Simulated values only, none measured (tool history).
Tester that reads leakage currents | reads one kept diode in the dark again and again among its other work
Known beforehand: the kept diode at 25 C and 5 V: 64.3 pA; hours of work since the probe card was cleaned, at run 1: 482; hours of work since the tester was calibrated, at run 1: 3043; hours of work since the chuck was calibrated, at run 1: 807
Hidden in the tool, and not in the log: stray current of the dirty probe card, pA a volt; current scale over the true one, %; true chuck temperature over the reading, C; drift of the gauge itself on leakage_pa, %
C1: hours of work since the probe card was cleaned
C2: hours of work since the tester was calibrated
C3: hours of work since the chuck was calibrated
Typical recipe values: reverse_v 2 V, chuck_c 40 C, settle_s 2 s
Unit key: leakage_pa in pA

Run 1, hour 0: usual settings; C1 482; C2 3043; C3 807. Result: leakage_pa 167.17 pA.
Run 2, hour 100.3: usual settings; C1 528; C2 3089; C3 853. Result: leakage_pa 167.02 pA.
Run 3, hour 308.5: usual settings; C1 623; C2 3184; C3 949. Result: leakage_pa 168.04 pA.
Run 4, hour 450.7: usual settings; C1 688; C2 3249; C3 1013. Result: leakage_pa 167.17 pA.
At hour 521.2: chuck's temperature calibrated.
Run 5, hour 640.2: usual settings but settle_s 7.1 s; C1 774; C2 3335; C3 54. Result: leakage_pa 166.66 pA.
Run 6, hour 848.9: usual settings but settle_s 7.1 s; C1 869; C2 3430; C3 150. Result: leakage_pa 167.96 pA.
Run 7, hour 992.2: usual settings but settle_s 7.1 s; C1 935; C2 3496; C3 215. Result: leakage_pa 167.4 pA.
Run 8, hour 1139.3: usual settings but settle_s 7.1 s; C1 1002; C2 3563; C3 283. Result: leakage_pa 167.56 pA.
Run 9, hour 1312.1: usual settings but settle_s 7.1 s; C1 1081; C2 3642; C3 362. Result: leakage_pa 166.75 pA.
Run 10, hour 1516.2: usual settings but settle_s 7.1 s; C1 1174; C2 3735; C3 455. Result: leakage_pa 167.22 pA.
Run 11, hour 1707.8: usual settings but chuck_c 20 C; C1 1262; C2 3823; C3 543. Result: leakage_pa 29.34 pA.
Run 12, hour 1867.1: usual settings but reverse_v 4.6 V; C1 1335; C2 3896; C3 615. Result: leakage_pa 227.17 pA.
Run 13, hour 2023.2: usual settings but reverse_v 17.39 V; C1 1406; C2 3967; C3 687. Result: leakage_pa 373.68 pA.
Run 14, hour 2201.3: usual settings but reverse_v 17.39 V; C1 1487; C2 4049; C3 768. Result: leakage_pa 373.26 pA.
Run 15, hour 2365.4: usual settings but reverse_v 2.85 V, chuck_c 44 C, settle_s 0.45 s; C1 1562; C2 4124; C3 843. Result: leakage_pa 265.76 pA.
Run 16, hour 2504.5: usual settings but reverse_v 1.01 V, chuck_c 28 C, settle_s 0.76 s; C1 1626; C2 4187; C3 907. Result: leakage_pa 47.14 pA.
Run 17, hour 2595.6: usual settings but chuck_c 39 C, settle_s 2.69 s; C1 1668; C2 4229; C3 948. Result: leakage_pa 153.45 pA.
Run 18, hour 2735: usual settings but reverse_v 1.57 V, chuck_c 52 C, settle_s 2.69 s; C1 1731; C2 4293; C3 1012. Result: leakage_pa 394.39 pA.
At hour 2801.2: chuck's temperature calibrated.
Run 19, hour 2900.7: usual settings but reverse_v 1.57 V, chuck_c 52 C, settle_s 2.69 s; C1 1806; C2 4367; C3 45. Result: leakage_pa 396.56 pA.
Run 20, hour 3078.3: usual settings but reverse_v 13.74 V, chuck_c 33 C, settle_s 0.53 s; C1 1887; C2 4449; C3 127. Result: leakage_pa 198.95 pA.
Run 21, hour 3290: usual settings but chuck_c 30 C, settle_s 0.44 s; C1 1984; C2 4545; C3 223. Result: leakage_pa 73.63 pA.
Run 22, hour 3400.7: usual settings but settle_s 0.39 s; C1 2035; C2 4596; C3 274. Result: leakage_pa 169.38 pA.
Run 23, hour 3528.4: usual settings but reverse_v 13.86 V, chuck_c 23 C; C1 2093; C2 4654; C3 332. Result: leakage_pa 80.53 pA.
Run 24, hour 3665.4: usual settings but settle_s 6.74 s; C1 2156; C2 4717; C3 395. Result: leakage_pa 167.67 pA.
Run 25, hour 3813.7: usual settings but settle_s 6.74 s; C1 2224; C2 4785; C3 463. Result: leakage_pa 167.04 pA.
Run 26, hour 3971.1: usual settings but reverse_v 2.25 V, chuck_c 22 C; C1 2296; C2 4857; C3 535. Result: leakage_pa 36.96 pA.
Run 27, hour 4115.5: usual settings but reverse_v 1.1 V, chuck_c 41 C, settle_s 2.61 s; C1 2362; C2 4923; C3 601. Result: leakage_pa 145.85 pA.

Below are 5 alternative next runs, each starting from the tool's condition after run 27. Predict each:
Run A, hour 4323.1: usual settings but reverse_v 7.2 V, chuck_c 20 C, settle_s 1.21 s; C1 2457; C2 5018; C3 696. Result: leakage_pa ?.
Run B, hour 4323.1: usual settings but reverse_v 1.1 V, chuck_c 52 C, settle_s 0.43 s; C1 2457; C2 5018; C3 696. Result: leakage_pa ?.
Run C, hour 4323.1: usual settings but reverse_v 1.62 V, chuck_c 55 C, settle_s 1.69 s; C1 2457; C2 5018; C3 696. Result: leakage_pa ?.
Run D, hour 4323.1: usual settings but chuck_c 22 C; C1 2457; C2 5018; C3 696. Result: leakage_pa ?.
Run E, hour 4323.1: usual settings but reverse_v 10.22 V, chuck_c 41 C, settle_s 0.43 s; C1 2457; C2 5018; C3 696. Result: leakage_pa ?.

run  leakage_pa
  A       48.87
  B      347.25
  C      500.17
  D       35.22
  E      341.99
Stripped of hidden state, with their random variation kept, the same runs would have yielded:
run  leakage_pa
  A       48.85
  B      347.79
  C      500.93
  D       35.26
  E       342.4

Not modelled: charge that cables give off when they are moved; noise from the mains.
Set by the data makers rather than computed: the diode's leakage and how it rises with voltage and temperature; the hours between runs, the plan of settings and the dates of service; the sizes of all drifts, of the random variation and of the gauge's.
